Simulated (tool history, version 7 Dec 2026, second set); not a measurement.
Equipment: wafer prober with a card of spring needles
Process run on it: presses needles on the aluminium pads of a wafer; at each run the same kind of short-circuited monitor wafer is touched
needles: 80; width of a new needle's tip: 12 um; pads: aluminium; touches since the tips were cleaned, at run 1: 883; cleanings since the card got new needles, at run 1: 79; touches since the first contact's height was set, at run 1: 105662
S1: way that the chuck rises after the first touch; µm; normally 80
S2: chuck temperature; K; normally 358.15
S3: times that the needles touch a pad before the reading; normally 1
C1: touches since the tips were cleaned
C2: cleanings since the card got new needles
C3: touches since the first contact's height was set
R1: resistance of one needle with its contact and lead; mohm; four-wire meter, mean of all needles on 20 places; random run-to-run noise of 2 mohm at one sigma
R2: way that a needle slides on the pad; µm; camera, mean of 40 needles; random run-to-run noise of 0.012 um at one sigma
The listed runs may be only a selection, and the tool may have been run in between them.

{"run": 1, "hour": 0.0, "S1": 80, "S2": 358.15, "S3": 1, "C1": 883, "C2": 79, "C3": 105662, "R1": 219, "R2": 13.28}
{"hour": 7.5, "done": "height of the first contact set anew"}
{"hour": 15.1, "done": "tips cleaned on abrasive film"}
{"hour": 32.9, "done": "tips cleaned on abrasive film"}
{"hour": 51.3, "done": "tips cleaned on abrasive film"}
{"run": 2, "hour": 51.3, "S1": 80, "S2": 358.15, "S3": 1, "C1": 0, "C2": 82, "C3": 13719, "R1": 219, "R2": 13.29}
{"hour": 69.2, "done": "tips cleaned on abrasive film"}
{"hour": 85.8, "done": "tips cleaned on abrasive film"}
{"run": 3, "hour": 92.2, "S1": 80, "S2": 358.15, "S3": 1, "C1": 2019, "C2": 84, "C3": 26579, "R1": 219, "R2": 13.31}
{"hour": 102.9, "done": "tips cleaned on abrasive film"}
{"hour": 120.5, "done": "tips cleaned on abrasive film"}
{"run": 4, "hour": 132.3, "S1": 80, "S2": 358.15, "S3": 1, "C1": 3727, "C2": 86, "C3": 39162, "R1": 221, "R2": 13.3}
{"hour": 136.1, "done": "tips cleaned on abrasive film"}
{"hour": 153.3, "done": "tips cleaned on abrasive film"}
{"hour": 170.3, "done": "tips cleaned on abrasive film"}
{"run": 5, "hour": 171.1, "S1": 80, "S2": 358.15, "S3": 1, "C1": 268, "C2": 89, "C3": 51329, "R1": 219, "R2": 13.33}
{"hour": 188.5, "done": "tips cleaned on abrasive film"}
{"hour": 203.7, "done": "tips cleaned on abrasive film"}
{"hour": 220.9, "done": "tips cleaned on abrasive film"}
{"run": 6, "hour": 220.9, "S1": 80, "S2": 358.15, "S3": 1, "C1": 0, "C2": 92, "C3": 66940, "R1": 222, "R2": 13.33}
{"hour": 239.1, "done": "tips cleaned on abrasive film"}
{"run": 7, "hour": 247.3, "S1": 80, "S2": 358.15, "S3": 1, "C1": 2578, "C2": 93, "C3": 75253, "R1": 221, "R2": 13.36}
{"hour": 258.1, "done": "tips cleaned on abrasive film"}
{"hour": 276.2, "done": "tips cleaned on abrasive film"}
{"hour": 293.3, "done": "tips cleaned on abrasive film"}
{"run": 8, "hour": 293.3, "S1": 80, "S2": 358.15, "S3": 1, "C1": 0, "C2": 96, "C3": 89680, "R1": 221, "R2": 13.36}
{"hour": 312.2, "done": "tips cleaned on abrasive film"}
{"hour": 329.9, "done": "tips cleaned on abrasive film"}
{"run": 9, "hour": 335.9, "S1": 80, "S2": 358.15, "S3": 1, "C1": 1898, "C2": 98, "C3": 103080, "R1": 217, "R2": 13.37}
{"hour": 346.7, "done": "tips cleaned on abrasive film"}
{"hour": 350.7, "done": "height of the first contact set anew"}
{"hour": 365.5, "done": "tips cleaned on abrasive film"}
{"run": 10, "hour": 372.8, "S1": 80, "S2": 358.15, "S3": 1, "C1": 2282, "C2": 100, "C3": 6928, "R1": 217, "R2": 13.37}
{"hour": 383.0, "done": "tips cleaned on abrasive film"}
{"hour": 401.1, "done": "tips cleaned on abrasive film"}
{"hour": 416.3, "done": "tips cleaned on abrasive film"}
{"hour": 434.1, "done": "tips cleaned on abrasive film"}
{"run": 11, "hour": 434.1, "S1": 80, "S2": 358.15, "S3": 1, "C1": 0, "C2": 104, "C3": 26153, "R1": 217, "R2": 13.42}
{"hour": 452.9, "done": "tips cleaned on abrasive film"}
{"hour": 471.4, "done": "tips cleaned on abrasive film"}
{"run": 12, "hour": 484.1, "S1": 80, "S2": 358.15, "S3": 1, "C1": 4011, "C2": 106, "C3": 41890, "R1": 220, "R2": 13.42}
{"hour": 488.0, "done": "tips cleaned on abrasive film"}
{"hour": 505.9, "done": "tips cleaned on abrasive film"}
{"hour": 522.9, "done": "tips cleaned on abrasive film"}
{"run": 13, "hour": 537.2, "S1": 80, "S2": 358.15, "S3": 2, "C1": 4518, "C2": 109, "C3": 58553, "R1": 217, "R2": 13.44}
{"hour": 541.1, "done": "tips cleaned on abrasive film"}
{"hour": 556.3, "done": "tips cleaned on abrasive film"}
{"hour": 575.0, "done": "tips cleaned on abrasive film"}
{"hour": 590.2, "done": "tips cleaned on abrasive film"}
{"run": 14, "hour": 590.3, "S1": 80, "S2": 358.15, "S3": 2, "C1": 57, "C2": 113, "C3": 75205, "R1": 218, "R2": 13.45}
{"hour": 608.3, "done": "tips cleaned on abrasive film"}
{"hour": 625.3, "done": "tips cleaned on abrasive film"}
{"hour": 640.7, "done": "tips cleaned on abrasive film"}
{"run": 15, "hour": 640.7, "S1": 75, "S2": 353.15, "S3": 1, "C1": 0, "C2": 116, "C3": 91019, "R1": 218, "R2": 12.61}
{"hour": 658.0, "done": "tips cleaned on abrasive film"}
{"hour": 676.0, "done": "tips cleaned on abrasive film"}
{"run": 16, "hour": 689.3, "S1": 75, "S2": 353.15, "S3": 1, "C1": 4197, "C2": 118, "C3": 106290, "R1": 221, "R2": 12.64}
{"hour": 693.2, "done": "tips cleaned on abrasive film"}
{"hour": 693.5, "done": "height of the first contact set anew"}
{"hour": 711.3, "done": "tips cleaned on abrasive film"}
{"run": 17, "hour": 720.8, "S1": 80, "S2": 371.15, "S3": 3, "C1": 3017, "C2": 120, "C3": 8601, "R1": 224, "R2": 13.49}
{"hour": 726.7, "done": "tips cleaned on abrasive film"}
{"hour": 745.3, "done": "tips cleaned on abrasive film"}
{"run": 18, "hour": 749.5, "S1": 97, "S2": 299.15, "S3": 2, "C1": 1337, "C2": 122, "C3": 17592, "R1": 205, "R2": 16.33}
{"hour": 760.8, "done": "tips cleaned on abrasive film"}
{"hour": 778.0, "done": "tips cleaned on abrasive film"}
{"run": 19, "hour": 779.5, "S1": 97, "S2": 299.15, "S3": 2, "C1": 456, "C2": 124, "C3": 26987, "R1": 205, "R2": 16.37}
{"hour": 794.1, "done": "tips cleaned on abrasive film"}
{"hour": 812.4, "done": "tips cleaned on abrasive film"}
{"hour": 827.5, "done": "tips cleaned on abrasive film"}
{"run": 20, "hour": 842.6, "S1": 80, "S2": 358.15, "S3": 1, "C1": 4760, "C2": 127, "C3": 46831, "R1": 219, "R2": 13.51}
{"hour": 846.5, "done": "tips cleaned on abrasive film"}
{"hour": 864.2, "done": "tips cleaned on abrasive film"}
{"hour": 882.1, "done": "tips cleaned on abrasive film"}
{"run": 21, "hour": 884.7, "S1": 66, "S2": 324.15, "S3": 2, "C1": 819, "C2": 130, "C3": 60035, "R1": 212, "R2": 11.16}
{"hour": 900.4, "done": "tips cleaned on abrasive film"}
{"hour": 918.9, "done": "tips cleaned on abrasive film"}
{"run": 22, "hour": 932.1, "S1": 66, "S2": 388.15, "S3": 1, "C1": 4170, "C2": 132, "C3": 74921, "R1": 228, "R2": 11.19}
{"hour": 936.0, "done": "tips cleaned on abrasive film"}
{"hour": 954.1, "done": "tips cleaned on abrasive film"}
{"hour": 972.6, "done": "tips cleaned on abrasive film"}
{"hour": 990.1, "done": "tips cleaned on abrasive film"}
{"run": 23, "hour": 990.1, "S1": 88, "S2": 372.15, "S3": 2, "C1": 0, "C2": 136, "C3": 93098, "R1": 221, "R2": 14.92}
{"hour": 1008.2, "done": "tips cleaned on abrasive film"}
{"hour": 1025.7, "done": "tips cleaned on abrasive film"}
{"hour": 1036.4, "done": "height of the first contact set anew"}
{"hour": 1044.0, "done": "tips cleaned on abrasive film"}
{"run": 24, "hour": 1045.3, "S1": 67, "S2": 386.15, "S3": 2, "C1": 398, "C2": 139, "C3": 2778, "R1": 226, "R2": 11.36}
{"hour": 1060.2, "done": "tips cleaned on abrasive film"}
{"hour": 1079.0, "done": "tips cleaned on abrasive film"}
{"hour": 1097.1, "done": "tips cleaned on abrasive film"}
{"run": 25, "hour": 1099.7, "S1": 67, "S2": 386.15, "S3": 2, "C1": 836, "C2": 142, "C3": 19871, "R1": 224, "R2": 11.36}
{"hour": 1114.2, "done": "tips cleaned on abrasive film"}
{"hour": 1132.3, "done": "tips cleaned on abrasive film"}
{"hour": 1150.7, "done": "tips cleaned on abrasive film"}
{"run": 26, "hour": 1151.8, "S1": 60, "S2": 358.15, "S3": 1, "C1": 341, "C2": 145, "C3": 36210, "R1": 222, "R2": 10.19}
{"hour": 1168.9, "done": "tips cleaned on abrasive film"}
{"hour": 1184.7, "done": "tips cleaned on abrasive film"}
{"hour": 1201.6, "done": "tips cleaned on abrasive film"}
{"run": 27, "hour": 1216.2, "S1": 60, "S2": 358.15, "S3": 1, "C1": 4608, "C2": 148, "C3": 56439, "R1": 221, "R2": 10.21}
{"hour": 1219.2, "done": "tips cleaned on abrasive film"}
{"hour": 1237.1, "done": "tips cleaned on abrasive film"}
{"hour": 1252.3, "done": "tips cleaned on abrasive film"}
{"run": 28, "hour": 1252.3, "S1": 87, "S2": 320.15, "S3": 2, "C1": 0, "C2": 151, "C3": 67749, "R1": 208, "R2": 14.8}

Alternative continuations, all from the tool just after run 28; predict every row:
{"hour": 1270.2, "done": "tips cleaned on abrasive film"}
{"hour": 1289.1, "done": "tips cleaned on abrasive film"}
{"run": "A", "hour": 1289.2, "S1": 92, "S2": 300.15, "S3": 2, "C1": 30, "C2": 153, "C3": 79355, "R1": "?", "R2": "?"}
{"hour": 1270.2, "done": "tips cleaned on abrasive film"}
{"hour": 1289.1, "done": "tips cleaned on abrasive film"}
{"run": "B", "hour": 1289.2, "S1": 83, "S2": 310.15, "S3": 1, "C1": 30, "C2": 153, "C3": 79355, "R1": "?", "R2": "?"}
{"hour": 1270.2, "done": "tips cleaned on abrasive film"}
{"hour": 1289.1, "done": "tips cleaned on abrasive film"}
{"run": "C", "hour": 1289.2, "S1": 80, "S2": 358.15, "S3": 2, "C1": 30, "C2": 153, "C3": 79355, "R1": "?", "R2": "?"}

run=A R1=208 R2=15.69
run=B R1=207 R2=14.15
run=C R1=222 R2=13.63
Without the tool's unlogged condition, the same runs would have read:
run=A R1=208 R2=15.29
run=B R1=207 R2=13.78
run=C R1=222 R2=13.28
